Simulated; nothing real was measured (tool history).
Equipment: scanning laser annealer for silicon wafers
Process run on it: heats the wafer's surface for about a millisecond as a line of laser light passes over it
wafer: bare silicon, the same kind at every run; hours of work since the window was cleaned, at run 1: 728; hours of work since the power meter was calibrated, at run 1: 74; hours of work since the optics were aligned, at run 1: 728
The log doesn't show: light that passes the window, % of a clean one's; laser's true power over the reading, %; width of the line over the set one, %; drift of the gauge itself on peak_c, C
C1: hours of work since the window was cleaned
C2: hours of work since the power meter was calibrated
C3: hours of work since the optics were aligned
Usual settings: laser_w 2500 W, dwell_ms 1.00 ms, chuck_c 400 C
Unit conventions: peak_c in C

{"run": 1, "hour": 0.0, "laser_w": 2500, "dwell_ms": 1.0, "chuck_c": 400, "C1": 728, "C2": 74, "C3": 728, "peak_c": 1047}
{"run": 2, "hour": 50.0, "laser_w": 2500, "dwell_ms": 1.0, "chuck_c": 400, "C1": 765, "C2": 110, "C3": 765, "peak_c": 1048}
{"hour": 86.2, "done": "window over the wafer cleaned"}
{"run": 3, "hour": 98.7, "laser_w": 2500, "dwell_ms": 1.0, "chuck_c": 400, "C1": 9, "C2": 144, "C3": 799, "peak_c": 1087}
{"hour": 122.7, "done": "optics aligned, line set to its width"}
{"run": 4, "hour": 167.7, "laser_w": 2500, "dwell_ms": 1.0, "chuck_c": 400, "C1": 56, "C2": 191, "C3": 33, "peak_c": 1098}
{"run": 5, "hour": 229.9, "laser_w": 2500, "dwell_ms": 1.0, "chuck_c": 400, "C1": 102, "C2": 237, "C3": 79, "peak_c": 1097}
{"run": 6, "hour": 291.3, "laser_w": 2500, "dwell_ms": 1.0, "chuck_c": 400, "C1": 147, "C2": 282, "C3": 124, "peak_c": 1094}
{"run": 7, "hour": 369.5, "laser_w": 2500, "dwell_ms": 1.0, "chuck_c": 400, "C1": 204, "C2": 339, "C3": 181, "peak_c": 1084}
{"run": 8, "hour": 440.4, "laser_w": 2500, "dwell_ms": 1.05, "chuck_c": 400, "C1": 256, "C2": 391, "C3": 233, "peak_c": 1098}
{"run": 9, "hour": 508.4, "laser_w": 2500, "dwell_ms": 1.05, "chuck_c": 400, "C1": 306, "C2": 441, "C3": 283, "peak_c": 1099}
{"run": 10, "hour": 587.0, "laser_w": 2500, "dwell_ms": 1.05, "chuck_c": 400, "C1": 363, "C2": 498, "C3": 340, "peak_c": 1091}
{"run": 11, "hour": 665.1, "laser_w": 2500, "dwell_ms": 1.0, "chuck_c": 400, "C1": 420, "C2": 556, "C3": 397, "peak_c": 1072}
{"run": 12, "hour": 707.7, "laser_w": 2500, "dwell_ms": 1.0, "chuck_c": 400, "C1": 452, "C2": 587, "C3": 428, "peak_c": 1070}
{"run": 13, "hour": 753.4, "laser_w": 2500, "dwell_ms": 1.0, "chuck_c": 400, "C1": 485, "C2": 620, "C3": 462, "peak_c": 1069}
{"run": 14, "hour": 822.0, "laser_w": 2500, "dwell_ms": 1.0, "chuck_c": 400, "C1": 535, "C2": 671, "C3": 512, "peak_c": 1066}
{"run": 15, "hour": 904.3, "laser_w": 2500, "dwell_ms": 1.05, "chuck_c": 424, "C1": 596, "C2": 731, "C3": 572, "peak_c": 1100}
{"run": 16, "hour": 965.8, "laser_w": 2623, "dwell_ms": 1.05, "chuck_c": 424, "C1": 641, "C2": 776, "C3": 618, "peak_c": 1134}
{"run": 17, "hour": 1004.1, "laser_w": 2623, "dwell_ms": 1.05, "chuck_c": 424, "C1": 669, "C2": 804, "C3": 646, "peak_c": 1137}
{"run": 18, "hour": 1056.7, "laser_w": 2623, "dwell_ms": 1.05, "chuck_c": 424, "C1": 707, "C2": 842, "C3": 684, "peak_c": 1132}
{"run": 19, "hour": 1112.3, "laser_w": 2164, "dwell_ms": 1.0, "chuck_c": 400, "C1": 748, "C2": 883, "C3": 725, "peak_c": 947}
{"hour": 1172.9, "done": "window over the wafer cleaned"}
{"run": 20, "hour": 1193.6, "laser_w": 2500, "dwell_ms": 0.89, "chuck_c": 401, "C1": 15, "C2": 941, "C3": 783, "peak_c": 1060}
{"hour": 1236.7, "done": "optics aligned, line set to its width"}
{"run": 21, "hour": 1257.6, "laser_w": 2175, "dwell_ms": 0.9, "chuck_c": 395, "C1": 58, "C2": 984, "C3": 15, "peak_c": 961}

Predict the results of run 22:
{"run": 22, "hour": 1320.9, "laser_w": 2175, "dwell_ms": 0.9, "chuck_c": 395, "C1": 105, "C2": 1031, "C3": 62, "peak_c": "?"}

peak_c: 957 C
Without the tool's hidden state the same run would have given peak_c 961 C.
